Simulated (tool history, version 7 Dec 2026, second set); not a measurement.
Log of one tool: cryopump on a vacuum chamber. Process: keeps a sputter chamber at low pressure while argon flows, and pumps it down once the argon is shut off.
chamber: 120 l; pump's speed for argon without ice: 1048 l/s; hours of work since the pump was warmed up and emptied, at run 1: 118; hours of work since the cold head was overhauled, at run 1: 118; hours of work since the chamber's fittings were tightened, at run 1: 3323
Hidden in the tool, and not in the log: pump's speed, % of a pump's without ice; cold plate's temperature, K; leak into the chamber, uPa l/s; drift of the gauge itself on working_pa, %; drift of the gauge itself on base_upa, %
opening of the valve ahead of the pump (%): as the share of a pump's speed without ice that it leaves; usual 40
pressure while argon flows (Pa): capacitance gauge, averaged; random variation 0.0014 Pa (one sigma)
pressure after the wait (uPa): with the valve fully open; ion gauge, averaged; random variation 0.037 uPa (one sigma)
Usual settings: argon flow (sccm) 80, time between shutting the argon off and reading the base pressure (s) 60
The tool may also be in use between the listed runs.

| run | hour | argon flow (sccm) | time between shutting the argon off and reading the base pressure (s) | opening of the valve ahead of the pump (%) | hours of work since the pump was warmed up and emptied | hours of work since the cold head was overhauled | hours of work since the chamber's fittings were tightened | pressure while argon flows (Pa) | pressure after the wait (uPa) |
|---|---|---|---|---|---|---|---|---|---|
| 1 | 0.0 | 80 | 60 | 40 | 118 | 118 | 3323 | 0.3265 | 2.53 |
| 2 | 21.6 | 108 | 60 | 40 | 133 | 133 | 3337 | 0.4402 | 2.56 |
| 3 | 42.4 | 108 | 60 | 40 | 146 | 146 | 3351 | 0.4399 | 2.60 |
| 4 | 63.5 | 108 | 60 | 40 | 160 | 160 | 3365 | 0.4400 | 2.61 |
| 5 | 91.6 | 80 | 60 | 40 | 178 | 178 | 3383 | 0.3276 | 2.59 |
| 6 | 123.4 | 80 | 60 | 59 | 199 | 199 | 3404 | 0.2251 | 2.68 |
| 7 | 152.1 | 80 | 60 | 40 | 218 | 218 | 3422 | 0.3262 | 2.58 |
| 8 | 172.9 | 80 | 60 | 28 | 231 | 231 | 3436 | 0.4669 | 2.64 |
| 9 | 200.6 | 80 | 60 | 28 | 249 | 249 | 3454 | 0.4692 | 2.58 |
| 10 | 223.4 | 80 | 60 | 40 | 264 | 264 | 3469 | 0.3300 | 2.60 |
| 11 | 243.2 | 80 | 111 | 40 | 277 | 277 | 3482 | 0.3298 | 1.81 |
| 12 | 256.3 | 80 | 111 | 40 | 286 | 286 | 3490 | 0.3278 | 1.82 |
| 13 | 270.7 | 80 | 111 | 40 | 295 | 295 | 3500 | 0.3294 | 1.80 |
| 14 | 299.3 | 80 | 60 | 26 | 314 | 314 | 3519 | 0.5016 | 2.61 |
| 15 | 316.8 | 80 | 60 | 26 | 325 | 325 | 3530 | 0.5055 | 2.62 |
| 16 | 337.2 | 80 | 60 | 26 | 339 | 339 | 3543 | 0.5022 | 2.62 |
| 17 | 351.7 | 80 | 60 | 22 | 348 | 348 | 3553 | 0.5935 | 2.65 |
| 18 | 375.8 | 104 | 283 | 20 | 364 | 364 | 3569 | 0.8564 | 1.27 |
| 19 | 397.5 | 104 | 283 | 20 | 378 | 378 | 3583 | 0.8467 | 1.27 |
| 20 | 426.8 | 80 | 27 | 22 | 397 | 397 | 3602 | 0.5954 | 4.78 |
| 21 | 440.9 | 80 | 27 | 22 | 406 | 406 | 3611 | 0.5963 | 4.73 |
| 22 | 461.2 | 160 | 83 | 43 | 420 | 420 | 3624 | 0.6217 | 2.17 |
| 23 | 492.0 | 38 | 83 | 43 | 440 | 440 | 3644 | 0.1476 | 2.15 |
| 24 | 523.5 | 80 | 103 | 28 | 460 | 460 | 3665 | 0.4728 | 1.93 |
| 25 | 547.9 | 80 | 25 | 36 | 476 | 476 | 3681 | 0.3700 | 5.00 |
| 26 | 573.0 | 112 | 74 | 19 | 493 | 493 | 3697 | 0.9684 | 2.32 |
| 27 | 600.1 | 65 | 219 | 20 | 510 | 510 | 3715 | 0.5343 | 1.44 |
| 28 | 618.0 | 68 | 123 | 16 | 522 | 522 | 3727 | 0.6908 | 1.77 |
| 29 | 649.8 | 87 | 80 | 17 | 543 | 543 | 3747 | 0.8383 | 2.27 |
| 30 | 669.1 | 36 | 29 | 35 | 555 | 555 | 3760 | 0.1717 | 4.46 |
| 31 | 693.7 | 60 | 110 | 15 | 571 | 571 | 3776 | 0.6568 | 1.89 |
| 32 | 722.5 | 60 | 110 | 15 | 590 | 590 | 3795 | 0.6557 | 1.88 |
| 33 | 736.5 | 90 | 50 | 15 | 599 | 599 | 3804 | 0.9899 | 3.11 |
|  | 746.5 | leaking fittings of the chamber tightened, without venting |
| 34 | 769.5 | 90 | 50 | 15 | 620 | 620 | 15 | 0.9875 | 2.43 |

Measured less the same run without the tool's hidden state. The same run-to-run variation is in both; the gauge's scatter may not be:
| run | pressure while argon flows (Pa) | pressure after the wait (uPa) |
|---|---|---|
| 1 | +0.0033 | +0.51 |
| 2 | +0.0047 | +0.52 |
| 3 | +0.0051 | +0.54 |
| 4 | +0.0054 | +0.54 |
| 5 | +0.0043 | +0.54 |
| 6 | +0.0048 | +0.56 |
| 7 | +0.0051 | +0.55 |
| 8 | +0.0053 | +0.57 |
| 9 | +0.0057 | +0.56 |
| 10 | +0.0060 | +0.56 |
| 11 | +0.0063 | +0.57 |
| 12 | +0.0064 | +0.57 |
| 13 | +0.0066 | +0.57 |
| 14 | +0.0070 | +0.57 |
| 15 | +0.0073 | +0.57 |
| 16 | +0.0075 | +0.58 |
| 17 | +0.0077 | +0.59 |
| 18 | +0.0106 | +0.59 |
| 19 | +0.0108 | +0.59 |
| 20 | +0.0087 | +0.60 |
| 21 | +0.0089 | +0.60 |
| 22 | +0.0185 | +0.61 |
| 23 | +0.0046 | +0.60 |
| 24 | +0.0101 | +0.62 |
| 25 | +0.0104 | +0.61 |
| 26 | +0.0151 | +0.63 |
| 27 | +0.0090 | +0.63 |
| 28 | +0.0096 | +0.64 |
| 29 | +0.0129 | +0.65 |
| 30 | +0.0055 | +0.63 |
| 31 | +0.0094 | +0.65 |
| 32 | +0.0096 | +0.65 |
| 33 | +0.0148 | +0.66 |
| 34 | +0.0151 | +0.04 |
